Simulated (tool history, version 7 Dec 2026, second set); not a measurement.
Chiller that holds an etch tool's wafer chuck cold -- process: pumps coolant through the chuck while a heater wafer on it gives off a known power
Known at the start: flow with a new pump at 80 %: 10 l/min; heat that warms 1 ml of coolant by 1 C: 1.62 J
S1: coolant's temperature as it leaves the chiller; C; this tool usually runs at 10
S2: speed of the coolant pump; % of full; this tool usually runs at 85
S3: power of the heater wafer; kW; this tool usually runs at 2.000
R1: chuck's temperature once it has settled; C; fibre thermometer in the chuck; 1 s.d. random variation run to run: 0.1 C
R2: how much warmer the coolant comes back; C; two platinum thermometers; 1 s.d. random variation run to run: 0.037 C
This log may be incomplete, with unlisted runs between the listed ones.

{"run": 1, "hour": 0.0, "S1": 10, "S2": 85, "S3": 2.0, "R1": 26.2, "R2": 7.08}
{"run": 2, "hour": 113.1, "S1": 10, "S2": 85, "S3": 2.0, "R1": 26.3, "R2": 7.0}
{"run": 3, "hour": 194.0, "S1": 10, "S2": 85, "S3": 2.0, "R1": 26.3, "R2": 7.05}
{"run": 4, "hour": 245.1, "S1": 10, "S2": 85, "S3": 2.0, "R1": 26.4, "R2": 7.01}
{"run": 5, "hour": 328.0, "S1": 10, "S2": 85, "S3": 2.0, "R1": 26.5, "R2": 7.11}
{"run": 6, "hour": 379.4, "S1": 10, "S2": 85, "S3": 2.0, "R1": 26.4, "R2": 7.07}
{"run": 7, "hour": 484.9, "S1": 10, "S2": 85, "S3": 2.0, "R1": 26.5, "R2": 7.08}
{"run": 8, "hour": 591.2, "S1": 16, "S2": 71, "S3": 2.76, "R1": 42.3, "R2": 11.87}
{"run": 9, "hour": 710.1, "S1": 3, "S2": 92, "S3": 2.479, "R1": 22.4, "R2": 8.03}
{"run": 10, "hour": 806.0, "S1": 7, "S2": 74, "S3": 1.82, "R1": 23.8, "R2": 7.51}
{"run": 11, "hour": 857.8, "S1": 6, "S2": 83, "S3": 1.255, "R1": 16.5, "R2": 4.5}
{"run": 12, "hour": 974.3, "S1": 2, "S2": 97, "S3": 2.39, "R1": 20.1, "R2": 7.3}
{"run": 13, "hour": 1052.0, "S1": 2, "S2": 97, "S3": 2.39, "R1": 20.3, "R2": 7.35}

Measured minus without-hidden-state, run by run (identical run-to-run variation in each term; gauge scatter may differ):
Hidden state at play: heat passed by the chuck's channels, % of clean ones'; flow at a given pump speed, % of a new pump's; coolant's true temperature over the reading, C; drift of the gauge itself on chuck_c, C; drift of the gauge itself on warmer_back_c, C.
run=1 R1=+1.6 R2=+0.10
run=2 R1=+1.7 R2=+0.11
run=3 R1=+1.7 R2=+0.12
run=4 R1=+1.7 R2=+0.12
run=5 R1=+1.8 R2=+0.13
run=6 R1=+1.8 R2=+0.13
run=7 R1=+1.9 R2=+0.14
run=8 R1=+3.2 R2=+0.24
run=9 R1=+2.5 R2=+0.17
run=10 R1=+2.1 R2=+0.17
run=11 R1=+1.2 R2=+0.10
run=12 R1=+2.4 R2=+0.18
run=13 R1=+2.5 R2=+0.18
